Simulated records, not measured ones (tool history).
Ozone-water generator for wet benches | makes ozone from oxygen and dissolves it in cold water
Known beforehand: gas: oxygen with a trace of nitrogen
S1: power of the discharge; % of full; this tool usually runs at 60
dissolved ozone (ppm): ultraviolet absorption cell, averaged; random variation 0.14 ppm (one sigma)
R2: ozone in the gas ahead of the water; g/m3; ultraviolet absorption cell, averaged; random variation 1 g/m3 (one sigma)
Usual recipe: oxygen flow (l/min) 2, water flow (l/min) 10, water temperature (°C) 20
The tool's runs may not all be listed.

Run 1, day 0: usual settings. Result: dissolved ozone (ppm) 15.8, R2 165.7 g/m3.
Run 2, day 4.346: usual settings. Result: dissolved ozone (ppm) 15.3, R2 166.1 g/m3.
Run 3, day 10.367: usual settings. Result: dissolved ozone (ppm) 15.5, R2 163.1 g/m3.
Run 4, day 16.6: usual settings but water flow (l/min) 15. Result: dissolved ozone (ppm) 11.1, R2 166.4 g/m3.
Run 5, day 23.454: usual settings but water flow (l/min) 15. Result: dissolved ozone (ppm) 11.1, R2 163.8 g/m3.
Run 6, day 29.321: usual settings but oxygen flow (l/min) 2.62, water flow (l/min) 15. Result: dissolved ozone (ppm) 11, R2 134.8 g/m3.
Run 7, day 34.979: usual settings but oxygen flow (l/min) 2.02, water temperature (°C) 16. Result: dissolved ozone (ppm) 16, R2 161.7 g/m3.
Run 8, day 39.862: usual settings but S1 64 % of full, oxygen flow (l/min) 2.5, water flow (l/min) 16, water temperature (°C) 28. Result: dissolved ozone (ppm) 9.7, R2 145.3 g/m3.
At day 42.362: water thermometer calibrated.
Run 9, day 46.646: usual settings but S1 52 % of full, oxygen flow (l/min) 2.5, water flow (l/min) 16, water temperature (°C) 28. Result: dissolved ozone (ppm) 8.5, R2 126.2 g/m3.
Run 10, day 51.112: usual settings but water flow (l/min) 8. Result: dissolved ozone (ppm) 17.8, R2 159.1 g/m3.

Here are 4 independent what-if runs from the current tool condition. What would each one return?
Run A, day 57.729: usual settings but oxygen flow (l/min) 3.09, water flow (l/min) 8, water temperature (°C) 18. Result: dissolved ozone (ppm) ?, R2 ?.
Run B, day 57.729: usual settings but S1 50 % of full, water temperature (°C) 26. Result: dissolved ozone (ppm) ?, R2 ?.
Run C, day 57.729: usual settings but water flow (l/min) 11, water temperature (°C) 15. Result: dissolved ozone (ppm) ?, R2 ?.
Run D, day 57.729: usual settings but S1 43 % of full, oxygen flow (l/min) 2.59. Result: dissolved ozone (ppm) ?, R2 ?.

run  dissolved ozone (ppm)     R2
  A                   16.6  118.2
  B                   11.9  138.5
  C                   14.9  159.8
  D                   11.1  104.3
With no hidden state in the tool, these same runs would have given:
run  dissolved ozone (ppm)     R2
  A                   18.3  127.8
  B                     13  147.9
  C                   16.5  172.9
  D                   11.9  110.1

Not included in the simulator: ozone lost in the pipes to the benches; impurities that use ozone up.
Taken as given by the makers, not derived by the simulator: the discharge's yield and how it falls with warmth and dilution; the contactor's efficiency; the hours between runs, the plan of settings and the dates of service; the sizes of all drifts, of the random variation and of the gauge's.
